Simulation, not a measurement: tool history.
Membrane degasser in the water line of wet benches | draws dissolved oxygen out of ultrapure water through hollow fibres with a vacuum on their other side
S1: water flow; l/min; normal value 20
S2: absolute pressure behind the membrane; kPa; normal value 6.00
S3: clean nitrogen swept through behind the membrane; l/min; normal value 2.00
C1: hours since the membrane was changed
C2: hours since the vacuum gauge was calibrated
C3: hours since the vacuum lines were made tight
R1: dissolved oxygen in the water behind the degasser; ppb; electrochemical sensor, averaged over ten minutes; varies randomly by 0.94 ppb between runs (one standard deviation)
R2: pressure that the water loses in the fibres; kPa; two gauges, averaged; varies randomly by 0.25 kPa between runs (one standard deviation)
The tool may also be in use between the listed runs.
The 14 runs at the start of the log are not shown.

run	hour	S1	S2	S3	C1	C2	C3	R1	R2
15	2634.1	20	6.00	2.00	10403	2750	4965	88.6	66.31
16	2804.1	20	6.00	2.00	10573	2920	5135	89.0	66.13
# hour 2995.9: membrane cartridge changed
17	3007.9	20	6.00	2.00	12	3119	5335	89.7	66.36
# hour 3039.6: seals of the vacuum lines changed
18	3147.4	20	6.00	2.00	149	3257	108	89.8	65.50
19	3349.8	23	9.08	5.36	352	3459	310	92.5	75.35
20	3583.5	23	9.08	5.36	586	3693	544	94.0	75.24
21	3838.4	13	11.99	3.62	840	3948	799	86.0	42.94
22	3964.6	25	11.77	2.00	967	4074	925	283.3	82.01
23	4098.5	25	11.77	2.00	1101	4208	1059	281.5	81.84
24	4339.4	17	7.18	2.00	1341	4449	1300	96.6	55.17
# hour 4404.2: vacuum gauge calibrated
25	4571.4	19	11.48	3.53	1573	167	1531	127.2	61.66
26	4721.1	20	6.00	2.13	1723	317	1681	84.8	65.10
27	4902.1	20	14.98	2.84	1904	498	1862	219.0	65.06
28	5013.6	28	5.58	2.61	2015	609	1974	107.8	90.49
29	5140.7	28	5.71	2.61	2142	736	2101	111.9	90.46
30	5407.2	28	5.71	2.61	2409	1003	2367	114.2	90.08
31	5535.7	14	5.89	2.00	2537	1131	2496	54.6	45.12
32	5685.9	14	5.89	2.00	2687	1282	2646	54.4	45.20

What if the next run were any one of these 3? Each begins from the tool's condition after run 32:
A	5867.0	24	8.97	2.60	2869	1463	2827	?	?
B	5867.0	14	8.16	2.00	2869	1463	2827	?	?
C	5867.0	20	12.84	2.00	2869	1463	2827	?	?

run	R1	R2
A	160.5	76.77
B	92.5	44.94
C	244.6	63.92
Without the tool's hidden state the same runs would have given:
run	R1	R2
A	160.4	79.63
B	92.5	46.62
C	244.5	66.31
